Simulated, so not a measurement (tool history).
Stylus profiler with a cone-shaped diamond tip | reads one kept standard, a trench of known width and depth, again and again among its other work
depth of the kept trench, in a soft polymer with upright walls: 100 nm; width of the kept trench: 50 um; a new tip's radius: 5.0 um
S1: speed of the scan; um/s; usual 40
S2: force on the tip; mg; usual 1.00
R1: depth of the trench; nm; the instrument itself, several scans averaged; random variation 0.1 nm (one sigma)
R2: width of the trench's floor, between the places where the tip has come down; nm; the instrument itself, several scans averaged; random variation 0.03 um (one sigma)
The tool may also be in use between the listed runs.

{"run": 1, "day": 0.0, "S1": 40, "S2": 1.0, "R1": 100.55, "R2": 47510}
{"run": 2, "day": 0.75, "S1": 40, "S2": 1.0, "R1": 100.26, "R2": 47460}
{"run": 3, "day": 1.512, "S1": 40, "S2": 1.0, "R1": 100.45, "R2": 47590}
{"run": 4, "day": 2.529, "S1": 40, "S2": 1.0, "R1": 100.48, "R2": 47490}
{"run": 5, "day": 3.45, "S1": 40, "S2": 1.0, "R1": 100.41, "R2": 47500}
{"day": 3.558, "done": "height scale calibrated on a step standard"}
{"run": 6, "day": 4.417, "S1": 40, "S2": 1.0, "R1": 100.63, "R2": 47540}
{"run": 7, "day": 5.038, "S1": 40, "S2": 1.0, "R1": 100.43, "R2": 47490}
{"run": 8, "day": 5.825, "S1": 40, "S2": 1.0, "R1": 100.6, "R2": 47490}
{"run": 9, "day": 6.512, "S1": 41, "S2": 0.97, "R1": 100.34, "R2": 47480}
{"day": 7.354, "done": "height scale calibrated on a step standard, once more"}
{"run": 10, "day": 7.354, "S1": 41, "S2": 0.97, "R1": 100.58, "R2": 47430}
{"run": 11, "day": 8.154, "S1": 109, "S2": 0.55, "R1": 100.3, "R2": 46690}
{"run": 12, "day": 9.108, "S1": 109, "S2": 0.55, "R1": 100.42, "R2": 46680}
{"run": 13, "day": 10.046, "S1": 40, "S2": 1.11, "R1": 100.57, "R2": 47400}

Forecast each of these 5 alternatives for the next run:
{"run": "A", "day": 10.962, "S1": 10, "S2": 2.43, "R1": "?", "R2": "?"}
{"run": "B", "day": 10.962, "S1": 16, "S2": 1.95, "R1": "?", "R2": "?"}
{"run": "C", "day": 10.962, "S1": 40, "S2": 2.36, "R1": "?", "R2": "?"}
{"run": "D", "day": 10.962, "S1": 40, "S2": 0.63, "R1": "?", "R2": "?"}
{"run": "E", "day": 10.962, "S1": 47, "S2": 1.0, "R1": "?", "R2": "?"}

run=A R1=100.90 R2=47630
run=B R1=100.81 R2=47590
run=C R1=100.94 R2=47520
run=D R1=100.29 R2=47330
run=E R1=100.52 R2=47340
Without the tool's hidden state the same runs would have given:
run=A R1=100.91 R2=47940
run=B R1=100.83 R2=47910
run=C R1=100.96 R2=47830
run=D R1=100.31 R2=47640
run=E R1=100.54 R2=47650
